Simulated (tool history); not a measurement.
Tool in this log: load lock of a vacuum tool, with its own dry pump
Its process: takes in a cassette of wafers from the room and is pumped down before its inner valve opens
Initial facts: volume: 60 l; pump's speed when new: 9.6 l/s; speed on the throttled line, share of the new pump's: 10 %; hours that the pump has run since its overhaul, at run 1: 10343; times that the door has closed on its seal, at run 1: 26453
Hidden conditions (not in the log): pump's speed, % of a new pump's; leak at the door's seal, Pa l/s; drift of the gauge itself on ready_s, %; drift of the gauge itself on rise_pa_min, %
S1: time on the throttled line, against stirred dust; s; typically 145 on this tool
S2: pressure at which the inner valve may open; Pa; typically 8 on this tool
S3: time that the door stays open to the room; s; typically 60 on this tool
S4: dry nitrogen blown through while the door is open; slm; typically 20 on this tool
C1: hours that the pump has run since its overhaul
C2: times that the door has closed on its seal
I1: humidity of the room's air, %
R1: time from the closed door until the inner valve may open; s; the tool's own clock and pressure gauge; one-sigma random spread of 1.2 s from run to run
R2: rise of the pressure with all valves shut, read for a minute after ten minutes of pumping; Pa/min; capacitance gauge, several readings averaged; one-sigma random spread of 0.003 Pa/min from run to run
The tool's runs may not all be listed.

Run 1, day 0.000: usual settings; C1 10343; C2 26453; I1 45.7. Result: R1 191.0 s, R2 0.028 Pa/min.
Run 2, day 9.862: usual settings; C1 10580; C2 27489; I1 46.4. Result: R1 191.5 s, R2 0.027 Pa/min.
Run 3, day 22.712: usual settings; C1 10889; C2 28840; I1 46.2. Result: R1 189.5 s, R2 0.026 Pa/min.
Run 4, day 30.475: usual settings; C1 11075; C2 29656; I1 41.9. Result: R1 190.6 s, R2 0.020 Pa/min.
Run 5, day 39.862: usual settings; C1 11300; C2 30643; I1 45.1. Result: R1 187.1 s, R2 0.025 Pa/min.
Run 6, day 46.579: usual settings; C1 11461; C2 31349; I1 44.4. Result: R1 190.0 s, R2 0.026 Pa/min.
Run 7, day 55.462: usual settings; C1 11675; C2 32283; I1 45.0. Result: R1 189.0 s, R2 0.023 Pa/min.
Run 8, day 66.688: usual settings; C1 11944; C2 33462; I1 44.4. Result: R1 189.2 s, R2 0.024 Pa/min.
Run 9, day 77.688: usual settings; C1 12208; C2 34619; I1 46.3. Result: R1 189.7 s, R2 0.022 Pa/min.
Run 10, day 86.238: usual settings; C1 12413; C2 35517; I1 47.0. Result: R1 190.2 s, R2 0.027 Pa/min.
Run 11, day 95.883: usual settings; C1 12645; C2 36531; I1 40.4. Result: R1 189.1 s, R2 0.021 Pa/min.
Run 12, day 101.717: usual settings; C1 12785; C2 37145; I1 41.4. Result: R1 188.6 s, R2 0.021 Pa/min.
Run 13, day 113.658: usual settings; C1 13071; C2 38400; I1 45.7. Result: R1 190.8 s, R2 0.027 Pa/min.
Run 14, day 121.025: usual settings but S1 195 s; C1 13248; C2 39174; I1 43.5. Result: R1 235.0 s, R2 0.023 Pa/min.
Run 15, day 132.733: usual settings but S1 195 s; C1 13529; C2 40405; I1 44.9. Result: R1 232.0 s, R2 0.027 Pa/min.
Run 16, day 141.038: usual settings but S1 124 s, S3 55 s; C1 13728; C2 41278; I1 45.1. Result: R1 171.2 s, R2 0.025 Pa/min.
Run 17, day 147.050: usual settings but S1 94 s, S2 9 Pa, S3 30 s, S4 25 slm; C1 13873; C2 41910; I1 44.5. Result: R1 142.8 s, R2 0.023 Pa/min.

Predict the results of run 18:
Run 18, day 157.404: usual settings but S1 94 s, S2 9 Pa, S3 30 s, S4 25 slm; C1 14121; C2 42998; I1 44.4. Result: R1 ?, R2 ?.

R1: 142.0 s
R2: 0.010 Pa/min
Without the tool's hidden state the same run would have given R1 141.9 s, R2 0.009 Pa/min.
